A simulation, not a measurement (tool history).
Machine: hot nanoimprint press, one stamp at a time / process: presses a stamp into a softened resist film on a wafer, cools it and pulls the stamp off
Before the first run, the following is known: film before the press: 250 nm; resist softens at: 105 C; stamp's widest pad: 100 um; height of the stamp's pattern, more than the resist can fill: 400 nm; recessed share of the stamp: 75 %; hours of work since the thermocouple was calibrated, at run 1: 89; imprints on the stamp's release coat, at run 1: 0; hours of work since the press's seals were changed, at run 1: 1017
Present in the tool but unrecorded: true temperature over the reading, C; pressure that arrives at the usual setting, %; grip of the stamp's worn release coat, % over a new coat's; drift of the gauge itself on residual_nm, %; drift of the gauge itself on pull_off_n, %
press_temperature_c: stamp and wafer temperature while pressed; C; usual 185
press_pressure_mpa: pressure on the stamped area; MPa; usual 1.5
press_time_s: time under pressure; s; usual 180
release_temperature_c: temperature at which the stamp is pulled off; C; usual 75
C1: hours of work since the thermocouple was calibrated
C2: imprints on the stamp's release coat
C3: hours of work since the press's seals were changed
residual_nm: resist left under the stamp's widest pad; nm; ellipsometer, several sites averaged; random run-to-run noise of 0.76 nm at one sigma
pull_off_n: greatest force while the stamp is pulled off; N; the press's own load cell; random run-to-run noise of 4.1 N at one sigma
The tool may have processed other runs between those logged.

{"run": 1, "hour": 0.0, "press_temperature_c": 185, "press_pressure_mpa": 1.5, "press_time_s": 180, "release_temperature_c": 75, "C1": 89, "C2": 0, "C3": 1017, "residual_nm": 102.2, "pull_off_n": 234}
{"run": 2, "hour": 56.3, "press_temperature_c": 185, "press_pressure_mpa": 1.5, "press_time_s": 180, "release_temperature_c": 75, "C1": 130, "C2": 170, "C3": 1058, "residual_nm": 101.8, "pull_off_n": 238}
{"run": 3, "hour": 107.5, "press_temperature_c": 185, "press_pressure_mpa": 1.5, "press_time_s": 180, "release_temperature_c": 75, "C1": 167, "C2": 325, "C3": 1095, "residual_nm": 100.8, "pull_off_n": 244}
{"run": 4, "hour": 165.5, "press_temperature_c": 185, "press_pressure_mpa": 1.5, "press_time_s": 180, "release_temperature_c": 65, "C1": 209, "C2": 501, "C3": 1138, "residual_nm": 102, "pull_off_n": 285}
{"run": 5, "hour": 212.6, "press_temperature_c": 185, "press_pressure_mpa": 1.5, "press_time_s": 180, "release_temperature_c": 65, "C1": 244, "C2": 643, "C3": 1172, "residual_nm": 101.3, "pull_off_n": 293}
{"hour": 245.7, "done": "plate thermocouple calibrated"}
{"run": 6, "hour": 264.3, "press_temperature_c": 185, "press_pressure_mpa": 1.5, "press_time_s": 180, "release_temperature_c": 73, "C1": 14, "C2": 790, "C3": 1207, "residual_nm": 101.5, "pull_off_n": 252}
{"hour": 290.9, "done": "press's hydraulic seals changed and the load cell set to zero"}
{"run": 7, "hour": 325.8, "press_temperature_c": 185, "press_pressure_mpa": 1.5, "press_time_s": 180, "release_temperature_c": 63, "C1": 52, "C2": 952, "C3": 25, "residual_nm": 100.6, "pull_off_n": 301}
{"run": 8, "hour": 360.6, "press_temperature_c": 185, "press_pressure_mpa": 1.66, "press_time_s": 180, "release_temperature_c": 75, "C1": 78, "C2": 1057, "C3": 51, "residual_nm": 94.6, "pull_off_n": 229}
{"run": 9, "hour": 388.2, "press_temperature_c": 185, "press_pressure_mpa": 1.66, "press_time_s": 180, "release_temperature_c": 73, "C1": 98, "C2": 1141, "C3": 71, "residual_nm": 95.4, "pull_off_n": 245}
{"run": 10, "hour": 430.8, "press_temperature_c": 185, "press_pressure_mpa": 1.66, "press_time_s": 180, "release_temperature_c": 73, "C1": 129, "C2": 1270, "C3": 102, "residual_nm": 95.3, "pull_off_n": 244}
{"run": 11, "hour": 458.8, "press_temperature_c": 185, "press_pressure_mpa": 1.66, "press_time_s": 180, "release_temperature_c": 73, "C1": 149, "C2": 1354, "C3": 122, "residual_nm": 96.1, "pull_off_n": 249}
{"run": 12, "hour": 503.5, "press_temperature_c": 185, "press_pressure_mpa": 1.66, "press_time_s": 180, "release_temperature_c": 73, "C1": 182, "C2": 1489, "C3": 155, "residual_nm": 94.2, "pull_off_n": 251}
{"hour": 521.4, "done": "stamp cleaned and given a new release coat"}
{"run": 13, "hour": 571.7, "press_temperature_c": 185, "press_pressure_mpa": 1.66, "press_time_s": 180, "release_temperature_c": 73, "C1": 227, "C2": 153, "C3": 200, "residual_nm": 94.6, "pull_off_n": 246}
{"run": 14, "hour": 607.1, "press_temperature_c": 185, "press_pressure_mpa": 1.66, "press_time_s": 95, "release_temperature_c": 73, "C1": 253, "C2": 260, "C3": 226, "residual_nm": 118.3, "pull_off_n": 248}
{"hour": 628.9, "done": "plate thermocouple calibrated"}
{"run": 15, "hour": 651.8, "press_temperature_c": 185, "press_pressure_mpa": 1.5, "press_time_s": 180, "release_temperature_c": 70, "C1": 17, "C2": 386, "C3": 256, "residual_nm": 101.1, "pull_off_n": 272}
{"run": 16, "hour": 715.3, "press_temperature_c": 178, "press_pressure_mpa": 1.04, "press_time_s": 180, "release_temperature_c": 75, "C1": 63, "C2": 578, "C3": 302, "residual_nm": 153.3, "pull_off_n": 239}
{"run": 17, "hour": 755.5, "press_temperature_c": 195, "press_pressure_mpa": 1.59, "press_time_s": 297, "release_temperature_c": 67, "C1": 92, "C2": 699, "C3": 332, "residual_nm": 54.9, "pull_off_n": 281}
{"run": 18, "hour": 784.8, "press_temperature_c": 179, "press_pressure_mpa": 1.23, "press_time_s": 180, "release_temperature_c": 60, "C1": 113, "C2": 788, "C3": 353, "residual_nm": 136.8, "pull_off_n": 331}

What does the tool deliver on the next run?
{"run": 19, "hour": 828.9, "press_temperature_c": 184, "press_pressure_mpa": 1.5, "press_time_s": 93, "release_temperature_c": 69, "C1": 146, "C2": 921, "C3": 385, "residual_nm": "?", "pull_off_n": "?"}

{"run 19": {"residual_nm": 130.3, "pull_off_n": 275}}
With the hidden condition absent and the run-to-run variation left alone, this run would have shown residual_nm 130.1 nm, pull_off_n 274 N.
